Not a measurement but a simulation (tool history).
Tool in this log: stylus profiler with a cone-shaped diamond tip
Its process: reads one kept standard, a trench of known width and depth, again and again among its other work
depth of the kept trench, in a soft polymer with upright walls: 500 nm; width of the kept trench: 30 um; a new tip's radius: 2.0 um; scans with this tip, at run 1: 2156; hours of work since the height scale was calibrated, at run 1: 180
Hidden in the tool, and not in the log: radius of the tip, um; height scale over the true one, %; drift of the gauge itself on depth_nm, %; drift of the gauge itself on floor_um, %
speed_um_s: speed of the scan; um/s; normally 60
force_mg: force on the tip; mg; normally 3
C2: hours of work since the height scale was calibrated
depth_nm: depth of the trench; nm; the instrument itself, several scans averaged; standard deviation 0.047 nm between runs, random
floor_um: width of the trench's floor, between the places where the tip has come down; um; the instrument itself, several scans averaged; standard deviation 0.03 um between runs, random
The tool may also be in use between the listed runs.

run 1 day=0 | speed_um_s=60 force_mg=3 | scans_with_this_tip=2156 C2=180 | depth_nm=504.38 floor_um=27.06
run 2 day=1.721 | speed_um_s=60 force_mg=1.11 | scans_with_this_tip=2378 C2=199 | depth_nm=502.29 floor_um=26.87
run 3 day=5.021 | speed_um_s=60 force_mg=3 | scans_with_this_tip=2804 C2=235 | depth_nm=504.56 floor_um=26.95
run 4 day=7.675 | speed_um_s=60 force_mg=3 | scans_with_this_tip=3146 C2=263 | depth_nm=504.48 floor_um=26.92
run 5 day=10.275 | speed_um_s=60 force_mg=3 | scans_with_this_tip=3482 C2=291 | depth_nm=504.58 floor_um=26.91
run 6 day=12.242 | speed_um_s=60 force_mg=4.26 | scans_with_this_tip=3736 C2=313 | depth_nm=505.84 floor_um=26.96
run 7 day=15.583 | speed_um_s=60 force_mg=4.26 | scans_with_this_tip=4167 C2=349 | depth_nm=505.71 floor_um=26.87
run 8 day=18.746 | speed_um_s=60 force_mg=3.82 | scans_with_this_tip=4575 C2=383 | depth_nm=505.32 floor_um=26.79
run 9 day=20.758 | speed_um_s=60 force_mg=3.82 | scans_with_this_tip=4835 C2=404 | depth_nm=505.45 floor_um=26.81
run 10 day=22.85 | speed_um_s=72 force_mg=3.82 | scans_with_this_tip=5105 C2=427 | depth_nm=505.45 floor_um=26.74
run 11 day=24.771 | speed_um_s=72 force_mg=3.82 | scans_with_this_tip=5353 C2=448 | depth_nm=505.53 floor_um=26.78
run 12 day=26.725 | speed_um_s=60 force_mg=3 | scans_with_this_tip=5605 C2=469 | depth_nm=504.64 floor_um=26.76
run 13 day=28.508 | speed_um_s=60 force_mg=3 | scans_with_this_tip=5835 C2=488 | depth_nm=504.62 floor_um=26.71
run 14 day=31.708 | speed_um_s=60 force_mg=3 | scans_with_this_tip=6249 C2=523 | depth_nm=504.67 floor_um=26.67
run 15 day=35.162 | speed_um_s=60 force_mg=3 | scans_with_this_tip=6694 C2=560 | depth_nm=504.67 floor_um=26.68
run 16 day=37.654 | speed_um_s=60 force_mg=3 | scans_with_this_tip=7016 C2=587 | depth_nm=504.85 floor_um=26.63
run 17 day=39.738 | speed_um_s=60 force_mg=3 | scans_with_this_tip=7285 C2=609 | depth_nm=504.84 floor_um=26.62
-- day=40.108 height scale calibrated on a step standard
run 18 day=42.821 | speed_um_s=60 force_mg=1.07 | scans_with_this_tip=7680 C2=29 | depth_nm=502.66 floor_um=26.48
run 19 day=44.888 | speed_um_s=60 force_mg=1.07 | scans_with_this_tip=7947 C2=52 | depth_nm=502.68 floor_um=26.48
run 20 day=47.058 | speed_um_s=60 force_mg=1.07 | scans_with_this_tip=8227 C2=75 | depth_nm=502.73 floor_um=26.45
run 21 day=50.758 | speed_um_s=26 force_mg=3 | scans_with_this_tip=8704 C2=115 | depth_nm=504.9 floor_um=26.71
run 22 day=54.512 | speed_um_s=60 force_mg=3 | scans_with_this_tip=9189 C2=155 | depth_nm=504.93 floor_um=26.55
run 23 day=57.038 | speed_um_s=60 force_mg=3 | scans_with_this_tip=9515 C2=183 | depth_nm=505 floor_um=26.48
-- day=58.829 height scale calibrated on a step standard, once more
run 24 day=59.296 | speed_um_s=60 force_mg=3 | scans_with_this_tip=9804 C2=5 | depth_nm=504.28 floor_um=26.51
run 25 day=61.892 | speed_um_s=60 force_mg=5.92 | scans_with_this_tip=10139 C2=33 | depth_nm=506.96 floor_um=26.57
run 26 day=64.321 | speed_um_s=60 force_mg=5.92 | scans_with_this_tip=10452 C2=59 | depth_nm=506.88 floor_um=26.45
run 27 day=66.642 | speed_um_s=60 force_mg=5.92 | scans_with_this_tip=10752 C2=84 | depth_nm=506.95 floor_um=26.48
run 28 day=69.788 | speed_um_s=60 force_mg=5.92 | scans_with_this_tip=11158 C2=118 | depth_nm=506.91 floor_um=26.5
run 29 day=73.546 | speed_um_s=189 force_mg=5.92 | scans_with_this_tip=11643 C2=159 | depth_nm=506.94 floor_um=26.1
run 30 day=76.5 | speed_um_s=45 force_mg=1.57 | scans_with_this_tip=12024 C2=191 | depth_nm=503.02 floor_um=26.33
run 31 day=80.15 | speed_um_s=63 force_mg=5.15 | scans_with_this_tip=12495 C2=230 | depth_nm=506.52 floor_um=26.38
run 32 day=82.596 | speed_um_s=63 force_mg=5.15 | scans_with_this_tip=12811 C2=257 | depth_nm=506.45 floor_um=26.33
run 33 day=84.358 | speed_um_s=63 force_mg=5.15 | scans_with_this_tip=13039 C2=276 | depth_nm=506.52 floor_um=26.32
run 34 day=86.658 | speed_um_s=30 force_mg=2.97 | scans_with_this_tip=13336 C2=300 | depth_nm=504.49 floor_um=26.34
run 35 day=89.738 | speed_um_s=20 force_mg=3.47 | scans_with_this_tip=13733 C2=334 | depth_nm=505 floor_um=26.32
run 36 day=92.504 | speed_um_s=170 force_mg=3.42 | scans_with_this_tip=14090 C2=364 | depth_nm=505.14 floor_um=25.91
run 37 day=95.8 | speed_um_s=64 force_mg=1.53 | scans_with_this_tip=14515 C2=399 | depth_nm=503.03 floor_um=26.09
run 38 day=98.629 | speed_um_s=60 force_mg=8.32 | scans_with_this_tip=14881 C2=430 | depth_nm=509.04 floor_um=26.28

What will run 39 give?
run 39 day=101.512 | speed_um_s=71 force_mg=8.32 | scans_with_this_tip=15253 C2=461 | depth_nm=? floor_um=?

depth_nm: 508.96 nm
floor_um: 26.21 um
With no hidden state in the tool, this same run would have given depth_nm 508.66 nm, floor_um 27.21 um.

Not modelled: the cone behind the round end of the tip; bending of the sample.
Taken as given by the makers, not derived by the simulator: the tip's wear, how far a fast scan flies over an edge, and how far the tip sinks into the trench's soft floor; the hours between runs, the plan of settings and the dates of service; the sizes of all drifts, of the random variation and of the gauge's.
